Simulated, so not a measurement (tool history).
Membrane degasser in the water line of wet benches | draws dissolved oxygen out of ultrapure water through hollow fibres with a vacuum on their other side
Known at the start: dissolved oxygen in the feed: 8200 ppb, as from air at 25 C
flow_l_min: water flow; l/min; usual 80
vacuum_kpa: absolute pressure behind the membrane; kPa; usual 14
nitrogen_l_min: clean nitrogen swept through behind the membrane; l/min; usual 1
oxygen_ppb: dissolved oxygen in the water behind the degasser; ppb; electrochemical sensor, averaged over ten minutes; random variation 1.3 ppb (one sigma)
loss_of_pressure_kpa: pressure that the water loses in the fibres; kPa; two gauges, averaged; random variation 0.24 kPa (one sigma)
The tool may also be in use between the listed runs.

run     day  flow_l_min  vacuum_kpa  nitrogen_l_min  oxygen_ppb  loss_of_pressure_kpa
  1       0          80          14               1      1302.4                  60.8
  2   3.117          80          14               1      1305.3                    61
  3   5.925          80          14               1        1304                 61.15
  4  10.471          80          14               1      1302.3                 61.05
  5  14.712          80          14               1      1302.9                 60.78
  6    18.7          80          14               1        1303                 60.83
  7  23.504          80          14               1      1305.4                 61.15
  8  26.392          80          14            1.42      1043.7                 61.33
  9  31.892          80          14            1.42      1044.2                 60.54
 10  38.521          80         8.8            1.42       582.4                 60.52
 11  42.208          80          14               1      1305.8                 61.23
 12  47.362          80          14               1      1304.8                 60.95
 13  52.992          80          14            1.14      1203.5                 61.38
 14  59.108         121        11.5             0.6        1703                 92.29
 15  63.242         121        11.5             0.6      1703.2                  92.5
 16  66.196         121        11.5            2.62       749.1                 92.36
 17  72.358         121        23.8            0.47      3824.7                 92.52
 18  76.908          63         8.5             1.3       491.6                 48.42
 19  80.433         125        13.9            0.61        2126                 96.05
 20  83.812          87        13.9            1.59      1022.5                 67.27
 21  89.283          80        19.5               1      1848.6                 61.31

The same runs without the tool's hidden state, with the same run-to-run variation:
The hidden state here: membrane still open, %; true pressure behind the membrane over the reading, kPa; air that leaks in behind the membrane, l/min; drift of the gauge itself on oxygen_ppb, %; drift of the gauge itself on loss_of_pressure_kpa, %.
run  oxygen_ppb  loss_of_pressure_kpa
  1      1304.3                  60.4
  2      1307.1                 60.59
  3      1305.8                 60.72
  4      1303.9                  60.6
  5      1304.3                 60.31
  6      1304.2                 60.33
  7      1306.4                 60.62
  8      1043.4                 60.79
  9      1043.6                 59.97
 10       581.4                 59.92
 11      1306.1                  60.6
 12      1304.8                  60.3
 13      1202.8                 60.69
 14      1704.5                  91.2
 15      1704.5                 91.38
 16       745.5                 91.21
 17      3833.5                 91.32
 18       489.5                 47.77
 19      2127.6                 94.74
 20      1019.7                 66.33
 21      1847.8                 60.43
